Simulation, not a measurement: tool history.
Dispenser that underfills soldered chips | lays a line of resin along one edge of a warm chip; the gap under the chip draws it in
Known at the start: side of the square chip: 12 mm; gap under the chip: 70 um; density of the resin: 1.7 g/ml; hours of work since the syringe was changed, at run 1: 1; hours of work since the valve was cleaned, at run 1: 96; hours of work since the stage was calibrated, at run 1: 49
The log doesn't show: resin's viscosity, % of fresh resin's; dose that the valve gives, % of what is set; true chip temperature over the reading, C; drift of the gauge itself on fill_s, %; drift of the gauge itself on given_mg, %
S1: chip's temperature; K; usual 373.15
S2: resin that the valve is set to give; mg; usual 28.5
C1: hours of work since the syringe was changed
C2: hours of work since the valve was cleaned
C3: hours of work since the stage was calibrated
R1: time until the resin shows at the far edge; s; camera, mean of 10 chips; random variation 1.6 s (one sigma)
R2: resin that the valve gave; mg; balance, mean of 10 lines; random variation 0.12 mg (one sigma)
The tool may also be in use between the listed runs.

run,day,S1,S2,C1,C2,C3,R1,R2
1,0.000,373.15,28.5,1,96,49,168.6,27.05
2,0.283,373.15,28.5,6,101,54,238.6,27.00
# day 0.508: new syringe of resin
3,0.800,373.15,28.5,5,109,62,227.6,26.94
# day 1.075: new syringe of resin
4,1.162,373.15,28.7,1,115,68,180.9,27.14
5,1.542,373.15,28.7,8,122,74,284.2,26.85
# day 1.633: new syringe of resin
6,2.071,373.15,28.7,7,130,83,270.7,26.91
# day 2.188: new syringe of resin
7,2.592,383.15,28.5,7,139,92,169.4,26.45
# day 2.738: dispensing valve cleaned and set on the balance
# day 2.783: new syringe of resin
8,3.071,383.15,28.5,5,5,99,147.1,28.64
# day 3.342: new syringe of resin
9,3.350,368.15,24.9,0,10,103,208.4,24.78
10,3.650,382.15,28.5,5,15,108,156.3,28.25
# day 3.904: new syringe of resin
11,4.042,375.15,31.7,2,21,115,172.7,31.47
12,4.329,367.15,26.2,7,26,120,362.8,26.02
# day 4.475: new syringe of resin
13,4.804,367.15,26.2,6,34,127,316.7,25.65
# day 5.025: new syringe of resin
14,5.092,383.15,32.4,1,39,132,110.3,31.77

The same runs without the tool's hidden state, with the same run-to-run variation:
run,R1,R2
1,155.0,28.37
2,155.7,28.41
3,157.6,28.48
4,159.1,28.78
5,158.0,28.59
6,156.7,28.79
7,102.6,28.43
8,103.0,28.71
9,202.0,24.89
10,105.6,28.46
11,141.9,31.81
12,210.3,26.37
13,208.9,26.10
14,100.5,32.40
